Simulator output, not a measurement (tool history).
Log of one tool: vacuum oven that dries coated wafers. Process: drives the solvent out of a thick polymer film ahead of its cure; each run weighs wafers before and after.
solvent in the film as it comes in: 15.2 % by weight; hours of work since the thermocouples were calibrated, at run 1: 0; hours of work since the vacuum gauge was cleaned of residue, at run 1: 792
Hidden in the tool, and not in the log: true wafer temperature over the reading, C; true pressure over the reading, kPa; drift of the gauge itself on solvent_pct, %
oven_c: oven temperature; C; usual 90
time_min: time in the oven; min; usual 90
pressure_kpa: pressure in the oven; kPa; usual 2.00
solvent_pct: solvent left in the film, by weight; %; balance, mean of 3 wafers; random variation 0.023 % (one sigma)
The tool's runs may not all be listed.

run	hour	oven_c	time_min	pressure_kpa	hours of work since the thermocouples were calibrated	hours of work since the vacuum gauge was cleaned of residue	solvent_pct
1	0.0	90	90	2.00	0	792	1.59
2	51.9	90	90	2.00	41	833	1.55
3	91.8	90	90	2.00	73	865	1.54
4	139.0	90	90	2.22	111	903	1.64
5	163.0	90	90	2.89	130	922	1.94
6	212.8	90	90	2.89	169	961	1.93
7	245.8	90	70	2.89	195	987	2.50
8	268.0	90	70	1.06	213	1005	1.75
9	291.6	90	51	2.00	232	1024	3.13
10	338.4	90	51	2.00	269	1061	3.15
11	368.9	90	90	2.00	293	1085	1.58
12	412.4	90	90	2.00	328	1120	1.56
13	454.1	90	61	2.00	361	1153	2.50
14	477.2	90	72	2.00	379	1171	2.08
15	528.7	90	72	2.00	420	1212	2.08
16	580.8	90	47	2.00	462	1254	3.48
17	604.1	90	90	2.00	480	1272	1.59
18	652.5	90	90	2.00	519	1311	1.54
19	702.7	90	90	2.00	559	1351	1.59
20	753.6	90	90	2.00	599	1391	1.59
21	805.3	90	90	2.00	640	1432	1.58
22	844.3	90	90	2.00	671	1463	1.61
23	884.2	90	90	2.00	703	1495	1.59
24	912.4	95	115	1.33	725	1517	0.61
25	962.7	95	115	1.33	765	1557	0.65
26	1002.7	91	86	1.66	797	1589	1.37
27	1046.5	94	90	2.92	832	1624	1.50
28	1098.6	93	77	3.51	874	1665	2.11
29	1133.2	78	102	6.51	901	1693	6.45
# hour 1141.6: oven's thermocouples calibrated
30	1158.2	78	102	6.51	13	1711	6.42
31	1195.3	78	102	6.51	43	1741	6.45
32	1243.0	101	59	6.51	81	1779	2.42
33	1283.9	101	59	6.51	113	1811	2.42
34	1325.1	90	118	2.87	146	1844	1.57
35	1377.5	90	118	2.87	188	1886	1.61
36	1422.4	91	90	6.27	223	1921	3.29
# hour 1428.0: vacuum gauge cleaned of residue and calibrated
37	1452.9	98	90	2.41	246	20	0.99
38	1500.2	98	147	2.41	284	57	0.85
39	1545.0	94	59	2.45	320	93	2.05
40	1574.4	90	124	4.66	343	116	2.38
41	1611.5	90	124	4.66	372	146	2.35
42	1651.2	90	124	4.66	404	177	2.41
43	1684.9	90	106	1.62	431	204	1.12
44	1706.7	90	106	1.62	448	222	1.16
45	1737.0	100	145	5.97	472	246	1.99
46	1770.6	100	145	5.97	499	272	1.94

Hidden state at the last listed run before each entry between runs and at the first one after, where it differs:
Between runs 29 and 30: oven's thermocouples calibrated (hour 1141.6)
  no hidden state differs between the two runs
Between runs 36 and 37: vacuum gauge cleaned of residue and calibrated (hour 1428.0)
  true pressure over the reading, kPa: 0.013 -> 0
